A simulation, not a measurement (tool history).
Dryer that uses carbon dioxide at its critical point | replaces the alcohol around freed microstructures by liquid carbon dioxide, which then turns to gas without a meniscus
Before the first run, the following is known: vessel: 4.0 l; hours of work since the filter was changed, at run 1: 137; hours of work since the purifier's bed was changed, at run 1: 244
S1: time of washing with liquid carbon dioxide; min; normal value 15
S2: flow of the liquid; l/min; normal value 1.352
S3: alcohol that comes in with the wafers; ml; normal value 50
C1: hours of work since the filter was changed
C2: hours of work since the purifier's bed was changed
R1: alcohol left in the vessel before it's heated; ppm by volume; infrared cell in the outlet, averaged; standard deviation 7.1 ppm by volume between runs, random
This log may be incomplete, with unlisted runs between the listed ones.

run	day	S1	S2	S3	C1	C2	R1
1	0.000	15	1.352	50	137	244	475
2	1.017	15	1.352	50	151	258	481
3	2.721	15	1.352	85	174	281	854
4	4.092	15	1.352	85	193	299	889
# day 5.671: inlet filter changed
5	6.054	15	1.352	47	5	325	360
6	8.021	15	1.352	22	32	352	223
7	9.988	15	1.352	22	59	379	223
8	11.050	15	1.352	22	73	393	225
9	12.196	15	1.352	22	89	409	232
10	13.162	15	1.352	50	102	422	464
11	14.346	15	1.352	50	118	438	494
12	16.162	15	1.352	50	142	462	523
13	17.312	15	0.990	50	158	478	1164
14	18.792	15	0.990	50	178	498	1201
15	20.812	15	0.990	50	205	526	1260
# day 21.558: inlet filter changed
16	21.921	15	2.230	50	5	540	118
17	23.596	15	1.352	50	28	563	423
18	25.517	15	1.352	50	54	589	460
19	27.479	15	1.352	50	80	615	479
20	29.067	15	2.000	50	102	637	182
21	30.379	15	2.000	50	120	655	191
22	32.521	15	2.000	50	149	684	192
23	33.617	15	1.480	50	164	699	459
24	35.312	15	1.352	23	187	722	331
25	37.167	15	1.352	23	212	747	343
# day 37.404: inlet filter changed
26	38.742	15	1.352	23	18	768	265
27	40.158	19	0.840	78	37	787	1200
28	41.225	15	0.940	50	52	801	1137
29	42.796	15	0.940	50	73	823	1170
30	45.012	10	1.230	50	103	853	1680
31	46.938	19	1.352	54	129	879	305
32	48.042	19	1.352	54	144	894	324
33	49.875	12	1.090	61	169	919	1924
34	51.938	19	1.020	44	197	947	622
35	53.071	21	1.060	47	212	962	463
# day 53.225: inlet filter changed
# day 54.929: purifier's bed changed
36	55.308	21	1.060	47	27	5	229
37	56.929	14	2.050	48	49	27	105
38	59.108	13	1.480	52	78	57	512
39	60.158	13	2.090	56	92	71	183
40	62.054	10	1.352	67	118	97	1879
41	63.562	10	1.360	97	139	117	2712
42	65.192	10	0.860	97	161	139	5959
43	67.375	10	1.800	97	190	169	1537
44	68.746	14	1.650	21	209	187	175
# day 69.200: inlet filter changed
45	71.129	12	1.280	57	26	219	1008
46	72.212	9	0.880	21	41	234	1305

Forecast each of these 5 alternatives for the next run:
A	73.783	15	1.590	47	62	255	?
B	73.783	15	1.470	50	62	255	?
C	73.783	10	0.920	30	62	255	?
D	73.783	20	0.880	21	62	255	?
E	73.783	9	1.510	40	62	255	?

run	R1
A	241
B	326
C	1548
D	267
E	1044
What these runs would have given with no unlogged condition in the tool:
run	R1
A	174
B	249
C	1412
D	203
E	914
